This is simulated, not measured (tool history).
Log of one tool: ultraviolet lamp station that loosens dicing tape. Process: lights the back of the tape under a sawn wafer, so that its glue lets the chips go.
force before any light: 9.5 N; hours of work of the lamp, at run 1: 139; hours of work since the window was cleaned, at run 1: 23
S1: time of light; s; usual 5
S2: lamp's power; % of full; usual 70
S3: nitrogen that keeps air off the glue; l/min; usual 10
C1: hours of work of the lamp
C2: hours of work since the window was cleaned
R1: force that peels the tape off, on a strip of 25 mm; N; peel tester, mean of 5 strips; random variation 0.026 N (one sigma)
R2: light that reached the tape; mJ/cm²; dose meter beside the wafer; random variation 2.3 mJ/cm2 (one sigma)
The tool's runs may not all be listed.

run 1 hour=0.0 | S1=5 S2=70 S3=10 | C1=139 C2=23 | R1=1.400 R2=222
run 2 hour=6.0 | S1=5 S2=70 S3=10 | C1=143 C2=27 | R1=1.366 R2=219
run 3 hour=15.8 | S1=5 S2=70 S3=10 | C1=151 C2=34 | R1=1.404 R2=215
run 4 hour=23.8 | S1=5 S2=70 S3=10 | C1=156 C2=40 | R1=1.459 R2=219
run 5 hour=30.2 | S1=5 S2=70 S3=10 | C1=161 C2=45 | R1=1.430 R2=216
run 6 hour=38.9 | S1=5 S2=70 S3=10 | C1=167 C2=51 | R1=1.448 R2=216
run 7 hour=45.2 | S1=5 S2=70 S3=10 | C1=172 C2=56 | R1=1.456 R2=219
run 8 hour=51.8 | S1=5 S2=70 S3=10 | C1=177 C2=60 | R1=1.459 R2=215
run 9 hour=62.8 | S1=5 S2=70 S3=10 | C1=185 C2=68 | R1=1.442 R2=215
run 10 hour=69.4 | S1=5 S2=70 S3=10 | C1=190 C2=73 | R1=1.462 R2=213
run 11 hour=79.6 | S1=5 S2=70 S3=10 | C1=197 C2=81 | R1=1.478 R2=211
run 12 hour=89.4 | S1=5 S2=70 S3=10 | C1=204 C2=88 | R1=1.493 R2=211
run 13 hour=99.9 | S1=5 S2=70 S3=10 | C1=212 C2=95 | R1=1.499 R2=208
run 14 hour=110.4 | S1=5 S2=93 S3=10 | C1=219 C2=103 | R1=0.931 R2=279
run 15 hour=116.3 | S1=5 S2=70 S3=7 | C1=224 C2=107 | R1=1.830 R2=209
run 16 hour=127.0 | S1=5 S2=70 S3=7 | C1=231 C2=115 | R1=1.879 R2=208
run 17 hour=139.5 | S1=5 S2=70 S3=7 | C1=241 C2=124 | R1=1.835 R2=207
-- hour=140.9 window cleaned of glue's vapour
run 18 hour=146.0 | S1=5 S2=70 S3=5 | C1=245 C2=4 | R1=2.181 R2=206
run 19 hour=152.6 | S1=5 S2=70 S3=5 | C1=250 C2=8 | R1=2.212 R2=203
run 20 hour=165.2 | S1=5 S2=70 S3=11 | C1=259 C2=18 | R1=1.604 R2=203
run 21 hour=174.1 | S1=5 S2=70 S3=11 | C1=265 C2=24 | R1=1.585 R2=204
run 22 hour=183.2 | S1=5 S2=90 S3=10 | C1=272 C2=31 | R1=1.069 R2=260
run 23 hour=193.7 | S1=5 S2=90 S3=10 | C1=280 C2=38 | R1=1.040 R2=260
run 24 hour=205.4 | S1=5 S2=61 S3=10 | C1=288 C2=47 | R1=2.033 R2=172
-- hour=210.5 window cleaned of glue's vapour, once more
run 25 hour=211.6 | S1=4 S2=92 S3=5 | C1=292 C2=1 | R1=1.909 R2=222
run 26 hour=217.8 | S1=9 S2=69 S3=10 | C1=297 C2=5 | R1=0.506 R2=379
run 27 hour=224.3 | S1=5 S2=69 S3=10 | C1=302 C2=10 | R1=1.530 R2=206
run 28 hour=236.4 | S1=5 S2=69 S3=10 | C1=310 C2=19 | R1=1.558 R2=212
run 29 hour=242.8 | S1=7 S2=99 S3=17 | C1=315 C2=24 | R1=0.322 R2=409
run 30 hour=252.8 | S1=5 S2=78 S3=12 | C1=322 C2=31 | R1=1.165 R2=228
run 31 hour=261.8 | S1=5 S2=78 S3=12 | C1=329 C2=37 | R1=1.154 R2=230
run 32 hour=267.1 | S1=4 S2=70 S3=12 | C1=333 C2=41 | R1=2.016 R2=162
run 33 hour=277.8 | S1=9 S2=83 S3=12 | C1=340 C2=49 | R1=0.342 R2=432
run 34 hour=286.5 | S1=9 S2=83 S3=12 | C1=347 C2=55 | R1=0.338 R2=438
run 35 hour=295.9 | S1=6 S2=85 S3=12 | C1=354 C2=62 | R1=0.716 R2=301
run 36 hour=304.1 | S1=3 S2=85 S3=18 | C1=360 C2=68 | R1=2.057 R2=152
run 37 hour=312.2 | S1=3 S2=85 S3=18 | C1=365 C2=74 | R1=2.069 R2=150
run 38 hour=324.9 | S1=5 S2=70 S3=3 | C1=375 C2=83 | R1=2.874 R2=200
run 39 hour=333.3 | S1=3 S2=63 S3=3 | C1=381 C2=89 | R1=5.021 R2=109
run 40 hour=346.2 | S1=3 S2=63 S3=3 | C1=390 C2=99 | R1=5.004 R2=110
run 41 hour=354.3 | S1=3 S2=63 S3=3 | C1=396 C2=105 | R1=5.017 R2=104
run 42 hour=361.3 | S1=3 S2=63 S3=3 | C1=401 C2=110 | R1=4.934 R2=110
run 43 hour=367.5 | S1=5 S2=93 S3=10 | C1=406 C2=114 | R1=0.983 R2=266

3 ways to go on from here, each from the tool as it stands after run 43. What would each give?
run A hour=373.7 | S1=5 S2=87 S3=10 | C1=410 C2=119 | R1=? R2=?
run B hour=373.7 | S1=5 S2=99 S3=10 | C1=410 C2=119 | R1=? R2=?
run C hour=373.7 | S1=2 S2=94 S3=9 | C1=410 C2=119 | R1=? R2=?

run=A R1=1.188 R2=249
run=B R1=0.877 R2=280
run=C R1=3.729 R2=103
Without the tool's hidden state the same runs would have given:
run=A R1=0.868 R2=292
run=B R1=0.633 R2=330
run=C R1=3.180 R2=122

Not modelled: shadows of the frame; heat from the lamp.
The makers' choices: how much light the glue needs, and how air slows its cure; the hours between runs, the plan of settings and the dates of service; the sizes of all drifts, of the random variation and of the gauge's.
